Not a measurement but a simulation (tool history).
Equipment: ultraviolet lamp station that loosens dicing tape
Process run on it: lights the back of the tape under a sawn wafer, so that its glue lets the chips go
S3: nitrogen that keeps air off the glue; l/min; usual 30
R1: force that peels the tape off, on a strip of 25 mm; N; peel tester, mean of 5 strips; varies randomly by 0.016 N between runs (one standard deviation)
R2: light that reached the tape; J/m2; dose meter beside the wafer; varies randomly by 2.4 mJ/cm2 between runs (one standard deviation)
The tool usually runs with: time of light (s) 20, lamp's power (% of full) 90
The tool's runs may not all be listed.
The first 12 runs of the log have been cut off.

{"run": 13, "hour": 276.4, "time of light (s)": 20, "lamp's power (% of full)": 90, "S3": 30, "R1": 1.606, "R2": 1720}
{"run": 14, "hour": 305.9, "time of light (s)": 20, "lamp's power (% of full)": 90, "S3": 30, "R1": 1.581, "R2": 1660}
{"run": 15, "hour": 328.0, "time of light (s)": 20, "lamp's power (% of full)": 90, "S3": 30, "R1": 1.718, "R2": 1660}
{"run": 16, "hour": 354.8, "time of light (s)": 20, "lamp's power (% of full)": 90, "S3": 30, "R1": 1.757, "R2": 1600}
{"run": 17, "hour": 383.8, "time of light (s)": 20, "lamp's power (% of full)": 90, "S3": 30, "R1": 1.8, "R2": 1560}
{"run": 18, "hour": 399.0, "time of light (s)": 20, "lamp's power (% of full)": 90, "S3": 30, "R1": 1.9, "R2": 1560}
{"run": 19, "hour": 414.3, "time of light (s)": 20, "lamp's power (% of full)": 90, "S3": 30, "R1": 1.909, "R2": 1550}
{"run": 20, "hour": 435.4, "time of light (s)": 20, "lamp's power (% of full)": 90, "S3": 30, "R1": 1.976, "R2": 1480}
{"run": 21, "hour": 459.8, "time of light (s)": 20, "lamp's power (% of full)": 90, "S3": 17, "R1": 2.444, "R2": 1480}
{"run": 22, "hour": 485.4, "time of light (s)": 20, "lamp's power (% of full)": 94, "S3": 32, "R1": 1.853, "R2": 1520}
{"run": 23, "hour": 516.2, "time of light (s)": 22, "lamp's power (% of full)": 78, "S3": 18, "R1": 2.682, "R2": 1370}
{"hour": 535.9, "done": "window cleaned of glue's vapour"}
{"run": 24, "hour": 541.8, "time of light (s)": 20, "lamp's power (% of full)": 98, "S3": 30, "R1": 1.511, "R2": 1780}
{"run": 25, "hour": 555.5, "time of light (s)": 20, "lamp's power (% of full)": 98, "S3": 30, "R1": 1.5, "R2": 1730}
{"run": 26, "hour": 569.1, "time of light (s)": 38, "lamp's power (% of full)": 85, "S3": 24, "R1": 0.709, "R2": 2910}
{"run": 27, "hour": 585.3, "time of light (s)": 15, "lamp's power (% of full)": 63, "S3": 14, "R1": 4.392, "R2": 820}
{"run": 28, "hour": 601.0, "time of light (s)": 11, "lamp's power (% of full)": 67, "S3": 53, "R1": 3.995, "R2": 630}

What does the tool deliver on the next run?
{"run": 29, "hour": 624.6, "time of light (s)": 33, "lamp's power (% of full)": 97, "S3": 30, "R1": "?", "R2": "?"}

{"run 29": {"R1": 0.694, "R2": 2740}}
On a tool with no hidden condition, and with the same random variation, this run would have come out at R1 0.271 N, R2 4590 J/m2.
